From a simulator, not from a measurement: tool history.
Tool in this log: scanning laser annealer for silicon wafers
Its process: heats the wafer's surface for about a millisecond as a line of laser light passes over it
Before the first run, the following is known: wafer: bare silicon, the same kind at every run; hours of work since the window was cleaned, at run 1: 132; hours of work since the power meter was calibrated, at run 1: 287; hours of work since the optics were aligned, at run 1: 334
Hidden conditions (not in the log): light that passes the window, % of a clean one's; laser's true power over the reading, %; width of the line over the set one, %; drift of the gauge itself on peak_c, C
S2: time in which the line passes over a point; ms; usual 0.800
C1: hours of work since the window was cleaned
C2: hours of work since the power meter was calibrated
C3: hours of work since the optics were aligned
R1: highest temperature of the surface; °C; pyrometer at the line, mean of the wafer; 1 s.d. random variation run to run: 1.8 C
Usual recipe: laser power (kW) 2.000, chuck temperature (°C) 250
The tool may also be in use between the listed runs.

Run 1, hour 0.0: usual settings; C1 132; C2 287; C3 334. Result: R1 1005 °C.
Run 2, hour 9.9: usual settings but chuck temperature (°C) 281; C1 140; C2 294; C3 341. Result: R1 1032 °C.
Run 3, hour 18.8: usual settings but S2 0.736 ms; C1 146; C2 301; C3 348. Result: R1 969 °C.
Run 4, hour 29.5: usual settings but chuck temperature (°C) 260; C1 154; C2 309; C3 356. Result: R1 1012 °C.
Run 5, hour 36.5: usual settings but chuck temperature (°C) 260; C1 159; C2 314; C3 361. Result: R1 1012 °C.
Run 6, hour 42.5: usual settings but chuck temperature (°C) 260; C1 164; C2 319; C3 365. Result: R1 1009 °C.
Run 7, hour 53.5: usual settings but chuck temperature (°C) 260; C1 172; C2 327; C3 374. Result: R1 1010 °C.
Run 8, hour 61.1: usual settings but chuck temperature (°C) 260; C1 178; C2 332; C3 379. Result: R1 1008 °C.
Run 9, hour 68.8: usual settings but laser power (kW) 2.170, S2 0.981 ms, chuck temperature (°C) 211; C1 183; C2 338; C3 385. Result: R1 1117 °C.
Run 10, hour 80.6: usual settings but laser power (kW) 2.170, S2 0.981 ms, chuck temperature (°C) 211; C1 192; C2 347; C3 394. Result: R1 1116 °C.
Run 11, hour 93.6: usual settings but laser power (kW) 2.170, S2 0.981 ms, chuck temperature (°C) 211; C1 202; C2 356; C3 403. Result: R1 1117 °C.
Run 12, hour 106.3: usual settings but laser power (kW) 1.960, S2 0.807 ms, chuck temperature (°C) 257; C1 211; C2 366; C3 413. Result: R1 994 °C.
Run 13, hour 114.8: usual settings but laser power (kW) 2.006, S2 0.663 ms, chuck temperature (°C) 278; C1 217; C2 372; C3 419. Result: R1 957 °C.
Run 14, hour 123.9: usual settings but laser power (kW) 1.930, S2 0.605 ms, chuck temperature (°C) 265; C1 224; C2 379; C3 426. Result: R1 889 °C.

5 options for the next run, each taken on its own from the tool as it stands now. Forecast them:
Run A, hour 138.1: usual settings but laser power (kW) 2.032, S2 0.605 ms, chuck temperature (°C) 265; C1 235; C2 389; C3 436. Result: R1 ?.
Run B, hour 138.1: usual settings but laser power (kW) 1.718, S2 0.934 ms, chuck temperature (°C) 238; C1 235; C2 389; C3 436. Result: R1 ?.
Run C, hour 138.1: usual settings but laser power (kW) 2.190, S2 0.811 ms, chuck temperature (°C) 274; C1 235; C2 389; C3 436. Result: R1 ?.
Run D, hour 138.1: usual settings but laser power (kW) 2.133, S2 0.605 ms, chuck temperature (°C) 265; C1 235; C2 389; C3 436. Result: R1 ?.
Run E, hour 138.1: usual settings but S2 0.740 ms, chuck temperature (°C) 217; C1 235; C2 389; C3 436. Result: R1 ?.

run    R1
  A   916
  B   941
  C  1097
  D   951
  E   936
With no hidden state in the tool, these same runs would have given:
run    R1
  A   928
  B   953
  C  1112
  D   964
  E   949

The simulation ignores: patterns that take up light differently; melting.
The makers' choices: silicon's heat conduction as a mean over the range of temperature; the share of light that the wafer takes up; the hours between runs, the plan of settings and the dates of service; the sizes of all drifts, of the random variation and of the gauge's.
